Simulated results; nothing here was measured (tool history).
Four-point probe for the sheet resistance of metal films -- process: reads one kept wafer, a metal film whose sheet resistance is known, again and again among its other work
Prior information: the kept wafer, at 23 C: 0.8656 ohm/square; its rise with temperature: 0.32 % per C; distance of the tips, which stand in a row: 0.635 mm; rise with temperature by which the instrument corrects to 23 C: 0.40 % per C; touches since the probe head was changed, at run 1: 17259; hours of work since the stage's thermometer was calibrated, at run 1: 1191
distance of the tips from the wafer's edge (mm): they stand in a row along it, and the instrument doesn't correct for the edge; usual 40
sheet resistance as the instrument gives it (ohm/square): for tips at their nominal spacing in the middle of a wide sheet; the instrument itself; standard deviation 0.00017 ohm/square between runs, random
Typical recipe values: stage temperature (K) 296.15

| run | hour | stage temperature (K) | distance of the tips from the wafer's edge (mm) | touches since the probe head was changed | hours of work since the stage's thermometer was calibrated | sheet resistance as the instrument gives it (ohm/square) |
|---|---|---|---|---|---|---|
| 1 | 0.0 | 296.15 | 40 | 17259 | 1191 | 0.870105 |
| 2 | 25.6 | 302.15 | 40 | 18222 | 1211 | 0.865983 |
| 3 | 53.2 | 302.15 | 40 | 19264 | 1233 | 0.865863 |
| 4 | 69.2 | 302.15 | 40 | 19867 | 1246 | 0.865759 |
| 5 | 94.2 | 296.15 | 16 | 20808 | 1265 | 0.870447 |
| 6 | 119.9 | 291.15 | 40 | 21777 | 1286 | 0.873301 |
| 7 | 135.6 | 296.15 | 40 | 22367 | 1298 | 0.869802 |
| 8 | 158.5 | 296.15 | 40 | 23231 | 1317 | 0.870094 |
| 9 | 186.7 | 296.15 | 40 | 24294 | 1339 | 0.869885 |
| 10 | 209.4 | 296.15 | 7 | 25150 | 1357 | 0.873943 |
| 11 | 223.8 | 297.15 | 40 | 25693 | 1368 | 0.869435 |
| 12 | 240.3 | 297.15 | 40 | 26312 | 1382 | 0.869272 |
| 13 | 264.8 | 297.15 | 40 | 27238 | 1401 | 0.869379 |
| 14 | 286.6 | 297.15 | 40 | 28057 | 1418 | 0.869223 |
| 15 | 309.5 | 297.15 | 40 | 28921 | 1437 | 0.869457 |
| 16 | 330.8 | 297.15 | 40 | 29722 | 1453 | 0.869050 |
| 17 | 346.1 | 297.15 | 40 | 30300 | 1466 | 0.869471 |
| 18 | 361.8 | 297.15 | 40 | 30892 | 1478 | 0.869588 |
| 19 | 379.6 | 297.15 | 40 | 31561 | 1492 | 0.869133 |
| 20 | 399.9 | 297.15 | 40 | 32328 | 1508 | 0.868998 |
| 21 | 422.6 | 297.15 | 60 | 33181 | 1526 | 0.869283 |
| 22 | 446.9 | 297.15 | 24 | 34099 | 1546 | 0.869548 |
| 23 | 460.5 | 297.15 | 24 | 34609 | 1556 | 0.869358 |
| 24 | 478.7 | 296.15 | 20 | 35297 | 1571 | 0.870495 |
| 25 | 492.4 | 296.15 | 4 | 35812 | 1582 | 0.881675 |
| 26 | 513.0 | 296.15 | 4 | 36589 | 1598 | 0.881740 |
| 27 | 530.6 | 296.15 | 4 | 37252 | 1612 | 0.881440 |
| 28 | 555.5 | 293.15 | 7 | 38191 | 1632 | 0.875959 |
| 29 | 579.4 | 305.15 | 39 | 39091 | 1651 | 0.864230 |
| 30 | 605.2 | 305.15 | 39 | 40063 | 1672 | 0.864081 |
| 31 | 637.3 | 308.15 | 61 | 41273 | 1697 | 0.861852 |
| 32 | 669.4 | 298.15 | 34 | 42482 | 1723 | 0.868582 |
| 33 | 687.9 | 298.15 | 7 | 43177 | 1737 | 0.872466 |
| 34 | 713.0 | 297.15 | 35 | 44125 | 1757 | 0.869514 |
| 35 | 728.5 | 297.15 | 35 | 44707 | 1769 | 0.869082 |
| 36 | 757.3 | 297.15 | 35 | 45792 | 1792 | 0.869281 |
| 37 | 782.0 | 297.15 | 34 | 46723 | 1812 | 0.869246 |
| 38 | 805.6 | 295.15 | 3 | 47615 | 1831 | 0.891152 |
| 39 | 832.3 | 297.15 | 12 | 48619 | 1852 | 0.870622 |
| 40 | 856.7 | 295.15 | 71 | 49538 | 1871 | 0.870813 |
| 41 | 878.7 | 295.15 | 71 | 50366 | 1889 | 0.870359 |
| 42 | 905.7 | 295.15 | 13 | 51385 | 1910 | 0.871340 |
| 43 | 919.9 | 295.15 | 27 | 51918 | 1922 | 0.870484 |

Some steps in sheet resistance as the instrument gives it (ohm/square) between neighbouring runs. How much of each would the tool show without its hidden state too (settings, what came in, random variation), and how much is left for the hidden state, with any gauge scatter that isn't in both results?
Unlogged tool condition in this case: inner tips' distance over the nominal, %; tips' flats over new ones', %; wafer's true temperature over the reading, C; drift of the gauge itself on sheet_ohm, %.
Run 28 -> 29: stage temperature (K) 293.15 -> 305.15, distance of the tips from the wafer's edge (mm) 7 -> 39. sheet resistance as the instrument gives it (ohm/square) -0.011729: hidden state -0.000117, all else -0.011612.
Run 37 -> 38: stage temperature (K) 297.15 -> 295.15, distance of the tips from the wafer's edge (mm) 34 -> 3. sheet resistance as the instrument gives it (ohm/square) +0.021906: hidden state +0.000115, all else +0.021791.
Run 38 -> 39: stage temperature (K) 295.15 -> 297.15, distance of the tips from the wafer's edge (mm) 3 -> 12. sheet resistance as the instrument gives it (ohm/square) -0.020530: hidden state -0.000106, all else -0.020424.
